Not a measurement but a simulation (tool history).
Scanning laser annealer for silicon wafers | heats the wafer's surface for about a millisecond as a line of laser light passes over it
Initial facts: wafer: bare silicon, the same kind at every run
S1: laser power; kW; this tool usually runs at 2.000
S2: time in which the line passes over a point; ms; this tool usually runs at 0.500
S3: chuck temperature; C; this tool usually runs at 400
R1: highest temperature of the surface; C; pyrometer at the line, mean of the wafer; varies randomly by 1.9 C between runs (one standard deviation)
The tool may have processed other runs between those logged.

| run | day | S1 | S2 | S3 | R1 |
|---|---|---|---|---|---|
| 1 | 0.000 | 2.000 | 0.500 | 400 | 1122 |
| 2 | 0.192 | 2.000 | 0.500 | 400 | 1121 |
| 3 | 0.396 | 2.000 | 0.415 | 400 | 1063 |
| 4 | 0.650 | 2.000 | 0.415 | 400 | 1064 |
| 5 | 0.821 | 2.000 | 0.415 | 400 | 1067 |
| 6 | 1.042 | 2.000 | 0.415 | 400 | 1064 |
| 7 | 1.421 | 2.000 | 0.415 | 400 | 1064 |
| 8 | 1.692 | 2.000 | 0.415 | 400 | 1064 |
| 9 | 2.029 | 2.000 | 0.415 | 400 | 1064 |
| 10 | 2.329 | 2.000 | 0.500 | 400 | 1120 |
| 11 | 2.721 | 2.160 | 0.500 | 400 | 1187 |
| 12 | 2.950 | 1.899 | 0.500 | 400 | 1080 |
| 13 | 3.317 | 1.899 | 0.500 | 400 | 1077 |
| 14 | 3.612 | 1.899 | 0.500 | 400 | 1079 |
|  | 3.842 | optics aligned, line set to its width |
| 15 | 4.025 | 1.899 | 0.369 | 400 | 1003 |
| 16 | 4.408 | 1.899 | 0.369 | 400 | 1006 |
| 17 | 4.712 | 1.899 | 0.369 | 400 | 1006 |
| 18 | 4.971 | 1.899 | 0.369 | 400 | 1007 |
| 19 | 5.312 | 1.899 | 0.369 | 400 | 1005 |
| 20 | 5.533 | 1.899 | 0.369 | 400 | 1007 |
| 21 | 5.858 | 2.194 | 0.412 | 395 | 1147 |
| 22 | 6.021 | 2.131 | 0.378 | 381 | 1081 |
| 23 | 6.225 | 2.109 | 0.394 | 433 | 1136 |
| 24 | 6.475 | 2.178 | 0.546 | 406 | 1244 |
| 25 | 6.846 | 2.000 | 0.500 | 421 | 1154 |
| 26 | 7.162 | 2.000 | 0.500 | 421 | 1148 |
| 27 | 7.412 | 2.000 | 0.500 | 363 | 1091 |
| 28 | 7.712 | 2.000 | 0.500 | 363 | 1094 |
| 29 | 8.088 | 1.789 | 0.500 | 394 | 1035 |
| 30 | 8.379 | 1.709 | 0.526 | 384 | 1010 |
| 31 | 8.704 | 2.000 | 0.468 | 403 | 1111 |
| 32 | 8.988 | 1.719 | 0.470 | 428 | 1029 |
| 33 | 9.288 | 2.139 | 0.500 | 368 | 1158 |
| 34 | 9.621 | 2.068 | 0.500 | 389 | 1152 |
| 35 | 9.975 | 2.068 | 0.500 | 389 | 1148 |
| 36 | 10.250 | 1.847 | 0.526 | 407 | 1090 |
| 37 | 10.546 | 1.847 | 0.526 | 407 | 1089 |
| 38 | 10.758 | 1.726 | 0.500 | 400 | 1016 |
| 39 | 11.029 | 1.726 | 0.500 | 400 | 1014 |
| 40 | 11.412 | 1.726 | 0.512 | 400 | 1021 |

Here are 3 independent what-if runs from the current tool condition. What would each one return?
| A | 11.712 | 1.811 | 0.430 | 365 | ? |
| B | 11.712 | 1.793 | 0.500 | 400 | ? |
| C | 11.712 | 1.722 | 0.487 | 400 | ? |

| run | R1 |
|---|---|
| A | 978 |
| B | 1043 |
| C | 1009 |
Without the tool's hidden state the same runs would have given:
| run | R1 |
|---|---|
| A | 991 |
| B | 1056 |
| C | 1021 |
